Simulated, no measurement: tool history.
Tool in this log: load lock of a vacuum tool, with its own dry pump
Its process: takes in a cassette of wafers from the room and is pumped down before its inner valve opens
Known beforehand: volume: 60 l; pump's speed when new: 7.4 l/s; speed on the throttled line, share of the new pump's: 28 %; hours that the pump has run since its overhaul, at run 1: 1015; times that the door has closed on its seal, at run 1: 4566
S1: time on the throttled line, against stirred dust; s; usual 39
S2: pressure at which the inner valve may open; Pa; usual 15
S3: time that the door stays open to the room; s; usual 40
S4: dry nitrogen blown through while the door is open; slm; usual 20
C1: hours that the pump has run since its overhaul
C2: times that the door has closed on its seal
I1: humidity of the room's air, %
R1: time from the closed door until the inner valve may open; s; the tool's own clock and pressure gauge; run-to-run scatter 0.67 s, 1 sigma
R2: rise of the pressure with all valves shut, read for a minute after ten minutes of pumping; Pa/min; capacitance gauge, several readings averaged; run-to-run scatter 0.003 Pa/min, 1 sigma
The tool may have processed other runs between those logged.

{"run": 1, "day": 0.0, "S1": 39, "S2": 15, "S3": 40, "S4": 20, "C1": 1015, "C2": 4566, "I1": 44.9, "R1": 100.3, "R2": 0.034}
{"run": 2, "day": 14.271, "S1": 39, "S2": 15, "S3": 40, "S4": 20, "C1": 1357, "C2": 6107, "I1": 45.3, "R1": 101.1, "R2": 0.045}
{"run": 3, "day": 23.533, "S1": 39, "S2": 15, "S3": 40, "S4": 20, "C1": 1580, "C2": 7107, "I1": 44.8, "R1": 101.2, "R2": 0.041}
{"run": 4, "day": 36.596, "S1": 39, "S2": 15, "S3": 40, "S4": 20, "C1": 1893, "C2": 8517, "I1": 40.6, "R1": 100.6, "R2": 0.042}
{"run": 5, "day": 49.188, "S1": 39, "S2": 15, "S3": 40, "S4": 20, "C1": 2195, "C2": 9877, "I1": 47.6, "R1": 101.9, "R2": 0.05}
{"run": 6, "day": 60.162, "S1": 39, "S2": 15, "S3": 40, "S4": 20, "C1": 2459, "C2": 11062, "I1": 43.9, "R1": 102.3, "R2": 0.054}
{"run": 7, "day": 79.967, "S1": 39, "S2": 15, "S3": 40, "S4": 20, "C1": 2934, "C2": 13200, "I1": 45.2, "R1": 101.7, "R2": 0.057}
{"run": 8, "day": 95.65, "S1": 39, "S2": 15, "S3": 40, "S4": 20, "C1": 3310, "C2": 14894, "I1": 43.8, "R1": 102.2, "R2": 0.067}
{"run": 9, "day": 105.629, "S1": 39, "S2": 18, "S3": 40, "S4": 20, "C1": 3550, "C2": 15972, "I1": 45.5, "R1": 100.1, "R2": 0.065}
{"run": 10, "day": 114.975, "S1": 39, "S2": 18, "S3": 40, "S4": 20, "C1": 3774, "C2": 16981, "I1": 40.7, "R1": 100.6, "R2": 0.07}
{"run": 11, "day": 134.679, "S1": 39, "S2": 18, "S3": 40, "S4": 20, "C1": 4247, "C2": 19108, "I1": 45.7, "R1": 101, "R2": 0.078}
{"run": 12, "day": 148.117, "S1": 39, "S2": 18, "S3": 40, "S4": 20, "C1": 4570, "C2": 20559, "I1": 45.6, "R1": 101.4, "R2": 0.084}
{"run": 13, "day": 160.029, "S1": 39, "S2": 18, "S3": 40, "S4": 20, "C1": 4855, "C2": 21846, "I1": 48.6, "R1": 100.6, "R2": 0.088}
{"run": 14, "day": 173.725, "S1": 39, "S2": 18, "S3": 40, "S4": 20, "C1": 5184, "C2": 23324, "I1": 45.6, "R1": 101.6, "R2": 0.094}
{"run": 15, "day": 188.712, "S1": 39, "S2": 18, "S3": 40, "S4": 20, "C1": 5544, "C2": 24943, "I1": 47.7, "R1": 101.6, "R2": 0.097}
{"run": 16, "day": 207.342, "S1": 39, "S2": 15, "S3": 40, "S4": 33, "C1": 5991, "C2": 26954, "I1": 46.8, "R1": 104.7, "R2": 0.108}
{"run": 17, "day": 225.412, "S1": 34, "S2": 25, "S3": 30, "S4": 16, "C1": 6425, "C2": 28906, "I1": 45.2, "R1": 94.2, "R2": 0.125}
{"run": 18, "day": 243.558, "S1": 34, "S2": 25, "S3": 30, "S4": 16, "C1": 6860, "C2": 30865, "I1": 41.7, "R1": 95, "R2": 0.131}
{"run": 19, "day": 262.708, "S1": 58, "S2": 11, "S3": 30, "S4": 5, "C1": 7320, "C2": 32933, "I1": 45.7, "R1": 121.1, "R2": 0.163}
{"run": 20, "day": 270.833, "S1": 28, "S2": 18, "S3": 175, "S4": 20, "C1": 7515, "C2": 33810, "I1": 42.7, "R1": 95.5, "R2": 0.17}
{"run": 21, "day": 288.362, "S1": 28, "S2": 19, "S3": 160, "S4": 20, "C1": 7936, "C2": 35703, "I1": 43.9, "R1": 94.2, "R2": 0.181}
{"run": 22, "day": 307.008, "S1": 59, "S2": 19, "S3": 207, "S4": 8, "C1": 8383, "C2": 37716, "I1": 44.6, "R1": 116.9, "R2": 0.226}
{"run": 23, "day": 325.538, "S1": 59, "S2": 19, "S3": 207, "S4": 8, "C1": 8828, "C2": 39717, "I1": 43.9, "R1": 117.6, "R2": 0.244}
{"run": 24, "day": 334.342, "S1": 59, "S2": 19, "S3": 207, "S4": 8, "C1": 9039, "C2": 40668, "I1": 45, "R1": 117.8, "R2": 0.253}
{"run": 25, "day": 342.867, "S1": 29, "S2": 14, "S3": 207, "S4": 8, "C1": 9244, "C2": 41588, "I1": 46.7, "R1": 99.8, "R2": 0.251}
{"run": 26, "day": 360.358, "S1": 38, "S2": 12, "S3": 40, "S4": 20, "C1": 9663, "C2": 43477, "I1": 42.6, "R1": 106.5, "R2": 0.215}
{"run": 27, "day": 378.246, "S1": 38, "S2": 12, "S3": 40, "S4": 20, "C1": 10093, "C2": 45408, "I1": 44.8, "R1": 108.1, "R2": 0.222}
{"run": 28, "day": 393.779, "S1": 38, "S2": 12, "S3": 40, "S4": 20, "C1": 10466, "C2": 47086, "I1": 42, "R1": 108.6, "R2": 0.235}
{"run": 29, "day": 401.95, "S1": 52, "S2": 11, "S3": 40, "S4": 23, "C1": 10662, "C2": 47968, "I1": 45.2, "R1": 119.3, "R2": 0.248}
{"run": 30, "day": 411.304, "S1": 52, "S2": 15, "S3": 40, "S4": 8, "C1": 10886, "C2": 48979, "I1": 42, "R1": 114.1, "R2": 0.252}
{"run": 31, "day": 424.746, "S1": 39, "S2": 16, "S3": 40, "S4": 41, "C1": 11209, "C2": 50430, "I1": 42.9, "R1": 106.6, "R2": 0.251}

Consider 4 possible next runs. They are alternatives, not a sequence: every one starts from the tool as it was left by run 31. What does each give?
{"run": "A", "day": 434.871, "S1": 23, "S2": 26, "S3": 40, "S4": 11, "C1": 11452, "C2": 51523, "I1": 43.6, "R1": "?", "R2": "?"}
{"run": "B", "day": 434.871, "S1": 39, "S2": 28, "S3": 63, "S4": 23, "C1": 11452, "C2": 51523, "I1": 42.2, "R1": "?", "R2": "?"}
{"run": "C", "day": 434.871, "S1": 70, "S2": 22, "S3": 40, "S4": 41, "C1": 11452, "C2": 51523, "I1": 45.8, "R1": "?", "R2": "?"}
{"run": "D", "day": 434.871, "S1": 27, "S2": 16, "S3": 40, "S4": 9, "C1": 11452, "C2": 51523, "I1": 46.3, "R1": "?", "R2": "?"}

run=A R1=90.5 R2=0.271
run=B R1=100.9 R2=0.265
run=C R1=124.3 R2=0.26
run=D R1=98.7 R2=0.271
Had the tool no hidden state, the same runs would have come out as:
run=A R1=83.8 R2=0.029
run=B R1=94.8 R2=0.024
run=C R1=119 R2=0.016
run=D R1=91.5 R2=0.03

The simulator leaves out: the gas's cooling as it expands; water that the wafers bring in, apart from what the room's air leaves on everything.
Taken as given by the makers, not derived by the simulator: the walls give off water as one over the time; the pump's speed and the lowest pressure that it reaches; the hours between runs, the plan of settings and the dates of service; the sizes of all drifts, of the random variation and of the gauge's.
